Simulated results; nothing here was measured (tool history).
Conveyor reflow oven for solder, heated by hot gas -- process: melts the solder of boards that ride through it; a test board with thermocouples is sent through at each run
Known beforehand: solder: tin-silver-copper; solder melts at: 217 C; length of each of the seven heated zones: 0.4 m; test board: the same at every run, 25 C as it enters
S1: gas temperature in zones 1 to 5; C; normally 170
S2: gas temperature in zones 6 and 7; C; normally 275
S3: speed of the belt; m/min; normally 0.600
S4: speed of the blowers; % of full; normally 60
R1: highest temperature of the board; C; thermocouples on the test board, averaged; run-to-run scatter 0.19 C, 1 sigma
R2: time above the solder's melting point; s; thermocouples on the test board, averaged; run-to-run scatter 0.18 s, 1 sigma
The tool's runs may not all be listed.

run     day   S1   S2     S3  S4     R1    R2
  1   0.000  170  275  0.600  60  257.1  61.2
  2   0.579  170  275  0.600  60  256.9  61.8
  3   0.992  170  275  0.600  60  256.6  61.4
  4   1.675  170  275  0.600  60  256.8  61.3
  5   2.167  170  275  0.600  60  256.7  61.4
  6   2.625  170  275  0.600  60  256.9  61.5
  7   3.579  170  275  0.600  60  256.9  61.5
  8   4.338  170  275  0.600  60  256.7  61.8
  9   5.238  170  275  0.600  60  256.6  61.4
 10   6.000  170  275  0.600  60  256.8  61.8
 11   6.421  155  275  0.600  60  254.3  54.8
 12   7.054  170  275  0.600  60  256.8  61.5
      7.304  -- belt drive overhauled, speed set with a stopwatch
 13   7.733  157  265  0.552  71  251.7  60.4
 14   8.329  157  265  0.552  69  251.2  59.7
 15   8.867  170  267  0.600  60  249.8  56.6
 16   9.504  170  267  0.600  60  249.8  56.5
 17  10.200  170  267  0.600  60  249.6  56.6
 18  10.762  170  267  0.600  60  250.1  56.6
     11.158  -- flux residue cleaned out of gas plates and filters
 19  11.417  185  288  0.600  60  271.6  75.7
 20  12.083  185  288  0.600  60  271.5  75.7
 21  12.846  185  288  0.600  60  271.8  76.2
     13.079  -- belt drive overhauled, speed set with a stopwatch, once more
 22  13.917  170  267  0.708  60  243.9  41.6
 23  14.442  170  275  0.600  74  261.0  64.8
 24  14.896  170  275  0.600  74  261.3  65.1

3 options for the next run, each taken on its own from the tool as it stands now. Forecast them:
  A  15.492  170  275  0.641  55   ?   ?
  B  15.492  176  274  0.600  66   ?   ?
  C  15.492  170  275  0.508  62   ?   ?

run     R1    R2
  A  252.6  53.4
  B  259.1  65.2
  C  263.1  78.8
The same runs, with their run-to-run variation unchanged, on a tool lacking any hidden condition would have given:
run     R1    R2
  A  251.6  52.6
  B  258.1  64.5
  C  262.0  78.0

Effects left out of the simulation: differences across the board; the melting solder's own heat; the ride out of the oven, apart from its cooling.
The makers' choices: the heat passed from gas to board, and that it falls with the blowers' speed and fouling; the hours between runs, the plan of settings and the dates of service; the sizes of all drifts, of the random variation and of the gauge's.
